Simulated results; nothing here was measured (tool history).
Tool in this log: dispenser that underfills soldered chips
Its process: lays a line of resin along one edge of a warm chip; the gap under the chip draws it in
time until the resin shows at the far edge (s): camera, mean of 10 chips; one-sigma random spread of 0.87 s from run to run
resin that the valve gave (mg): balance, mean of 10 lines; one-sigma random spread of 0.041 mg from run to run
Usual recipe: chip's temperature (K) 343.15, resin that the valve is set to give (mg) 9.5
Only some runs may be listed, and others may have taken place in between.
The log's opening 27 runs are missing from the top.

| run | hour | chip's temperature (K) | resin that the valve is set to give (mg) | hours of work since the syringe was changed | hours of work since the valve was cleaned | hours of work since the stage was calibrated | time until the resin shows at the far edge (s) | resin that the valve gave (mg) |
|---|---|---|---|---|---|---|---|---|
|  | 198 | new syringe of resin |
| 28 | 203.7 | 335.15 | 11.36 | 4 | 35 | 169 | 142.4 | 11.09 |
| 29 | 208.3 | 340.15 | 9.27 | 8 | 39 | 173 | 152.1 | 9.1 |
|  | 213.6 | new syringe of resin |
| 30 | 218.1 | 331.15 | 9.27 | 4 | 46 | 180 | 152.4 | 9.06 |
| 31 | 223.7 | 330.15 | 10.62 | 8 | 51 | 184 | 213.1 | 10.39 |
|  | 229.4 | new syringe of resin |
| 32 | 232.1 | 351.15 | 8.23 | 2 | 57 | 191 | 71.2 | 8.08 |
| 33 | 242.2 | 351.15 | 8.23 | 10 | 65 | 199 | 120.7 | 8.01 |
|  | 245.3 | new syringe of resin |
| 34 | 251.5 | 343.15 | 10.71 | 5 | 72 | 206 | 107.3 | 10.31 |
|  | 260.8 | new syringe of resin |
| 35 | 261.8 | 357.15 | 9.5 | 1 | 80 | 213 | 51.9 | 9.11 |

4 ways to go on from here, each from the tool as it stands after run 35. What would each give?
|  | 269.8 | dispensing valve cleaned and set on the balance |
| A | 270.3 | 344.15 | 9.19 | 7 | 0 | 219 | ? | ? |
|  | 269.8 | dispensing valve cleaned and set on the balance |
| B | 270.3 | 350.15 | 9.5 | 7 | 0 | 219 | ? | ? |
|  | 269.8 | dispensing valve cleaned and set on the balance |
| C | 270.3 | 357.15 | 10.39 | 7 | 0 | 219 | ? | ? |
|  | 269.8 | dispensing valve cleaned and set on the balance |
| D | 270.3 | 357.15 | 11.18 | 7 | 0 | 219 | ? | ? |

| run | time until the resin shows at the far edge (s) | resin that the valve gave (mg) |
|---|---|---|
| A | 120.1 | 9.25 |
| B | 95.6 | 9.52 |
| C | 76.3 | 10.36 |
| D | 76.3 | 11.17 |
Take away the tool's hidden state, keep each run's random variation, and the runs would have read:
| run | time until the resin shows at the far edge (s) | resin that the valve gave (mg) |
|---|---|---|
| A | 80.5 | 9.25 |
| B | 63.9 | 9.52 |
| C | 51.1 | 10.36 |
| D | 51 | 11.17 |

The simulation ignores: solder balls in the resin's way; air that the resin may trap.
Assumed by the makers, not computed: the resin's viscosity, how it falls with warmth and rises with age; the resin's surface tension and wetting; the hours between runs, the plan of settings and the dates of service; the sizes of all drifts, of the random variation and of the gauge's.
